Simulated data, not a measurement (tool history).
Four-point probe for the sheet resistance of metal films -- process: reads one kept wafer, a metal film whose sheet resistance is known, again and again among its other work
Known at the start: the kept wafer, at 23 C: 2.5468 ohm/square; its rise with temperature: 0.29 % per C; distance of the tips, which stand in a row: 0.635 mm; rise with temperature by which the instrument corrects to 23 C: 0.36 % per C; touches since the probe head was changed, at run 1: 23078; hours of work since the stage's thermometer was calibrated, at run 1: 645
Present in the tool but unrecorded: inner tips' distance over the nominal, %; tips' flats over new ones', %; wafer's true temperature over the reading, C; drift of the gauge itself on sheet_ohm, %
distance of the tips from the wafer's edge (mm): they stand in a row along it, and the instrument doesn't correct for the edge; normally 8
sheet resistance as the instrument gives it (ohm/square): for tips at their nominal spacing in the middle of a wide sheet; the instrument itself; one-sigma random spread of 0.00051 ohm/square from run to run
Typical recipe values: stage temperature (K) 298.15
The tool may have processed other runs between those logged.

run	hour	stage temperature (K)	distance of the tips from the wafer's edge (mm)	touches since the probe head was changed	hours of work since the stage's thermometer was calibrated	sheet resistance as the instrument gives it (ohm/square)
1	0.0	298.15	8	23078	645	2.558340
2	20.7	298.15	6	23834	660	2.564430
3	36.1	298.15	6	24396	672	2.564911
4	47.0	303.15	8	24793	679	2.549046
5	63.0	303.15	8	25375	691	2.549846
6	82.6	303.15	8	26090	705	2.548800
# hour 85.2: stage's thermometer calibrated
7	105.0	294.15	8	26888	14	2.564675
8	125.3	291.15	13	27629	29	2.564989
9	137.1	306.15	42	28062	38	2.536035
10	147.0	302.15	4	28421	45	2.575759
# hour 151.0: stage's thermometer calibrated, once more
11	165.2	302.15	4	29067	10	2.575094

For run 12, what comes out?
12	188.8	291.15	22	29930	28	?

{"run 12": {"sheet resistance as the instrument gives it (ohm/square)": 2.560916}}
Take away the tool's hidden state, keep the run-to-run variation as it was, and the same run would have given sheet resistance as the instrument gives it (ohm/square) 2.556709.
